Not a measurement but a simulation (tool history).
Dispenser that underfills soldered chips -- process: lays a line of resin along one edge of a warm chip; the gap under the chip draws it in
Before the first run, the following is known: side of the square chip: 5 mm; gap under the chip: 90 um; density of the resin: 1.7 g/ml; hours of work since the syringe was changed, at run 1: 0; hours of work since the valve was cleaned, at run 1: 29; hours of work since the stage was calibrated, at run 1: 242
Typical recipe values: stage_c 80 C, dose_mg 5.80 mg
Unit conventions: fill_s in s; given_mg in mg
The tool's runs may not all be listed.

run	hour	stage_c	dose_mg	hours of work since the syringe was changed	hours of work since the valve was cleaned	hours of work since the stage was calibrated	fill_s	given_mg
1	0.0	80	5.80	0	29	242	15.0	5.73
2	6.2	82	5.80	5	33	247	20.4	5.72
# hour 7.6: new syringe of resin
3	14.8	82	5.80	5	39	253	22.6	5.73
# hour 15.7: new syringe of resin
4	22.2	80	6.73	5	45	258	22.3	6.61
# hour 23.6: new syringe of resin
5	25.9	80	6.73	2	47	261	17.2	6.62
6	29.5	80	5.80	4	50	263	22.5	5.69
# hour 31.5: new syringe of resin
7	36.4	80	5.80	4	55	268	20.4	5.67
# hour 39.3: new syringe of resin
8	43.4	80	5.80	3	60	273	19.5	5.67
# hour 47.4: new syringe of resin
9	49.3	80	5.80	1	64	277	16.6	5.66
# hour 55.1: new syringe of resin
10	56.9	80	5.75	1	69	283	16.6	5.56
11	60.3	80	7.13	4	72	285	20.3	6.95
# hour 62.7: new syringe of resin
# hour 65.8: dispensing valve cleaned and set on the balance
12	67.0	80	7.13	2	1	289	18.3	7.11
# hour 71.4: new syringe of resin
13	72.3	80	5.80	1	5	293	16.2	5.78
# hour 79.4: new syringe of resin
14	80.5	80	5.80	1	10	299	16.5	5.79
# hour 87.1: new syringe of resin
15	87.4	80	5.80	0	15	304	15.5	5.74
# hour 95.2: new syringe of resin
16	95.7	91	5.80	0	21	310	10.9	5.77
17	101.2	80	5.80	4	25	314	21.3	5.75
# hour 102.8: new syringe of resin
18	109.1	80	5.80	5	31	319	21.8	5.70
# hour 110.8: new syringe of resin
19	112.9	80	5.80	2	34	322	17.4	5.71
# hour 118.5: new syringe of resin
20	119.3	75	6.44	1	38	326	18.8	6.34
21	123.9	78	5.00	4	42	330	23.4	4.92
# hour 126.5: new syringe of resin
22	128.5	94	5.96	1	45	333	12.0	5.83
23	132.7	94	5.96	5	48	336	14.3	5.84
# hour 134.4: new syringe of resin
24	140.1	67	4.98	4	53	342	33.0	4.87
# hour 142.1: new syringe of resin
25	144.0	79	6.56	1	56	344	17.2	6.44
26	148.2	79	6.56	5	59	347	22.8	6.39
# hour 149.9: new syringe of resin
27	155.7	79	6.56	4	64	353	21.1	6.39
# hour 157.5: new syringe of resin
28	160.5	79	6.56	2	68	356	18.5	6.36
# hour 165.1: new syringe of resin
29	166.9	94	5.36	1	72	360	11.9	5.18

Estimate the outcome of run 30 from the log above:
# hour 171.5: dispensing valve cleaned and set on the balance
# hour 174.3: new syringe of resin
30	175.0	80	6.63	1	2	366	?	?

{"run 30": {"fill_s": 15.9, "given_mg": 6.58}}
On a tool with no hidden condition, and with the same random variation, this run would have come out at fill_s 13.8 s, given_mg 6.60 mg.
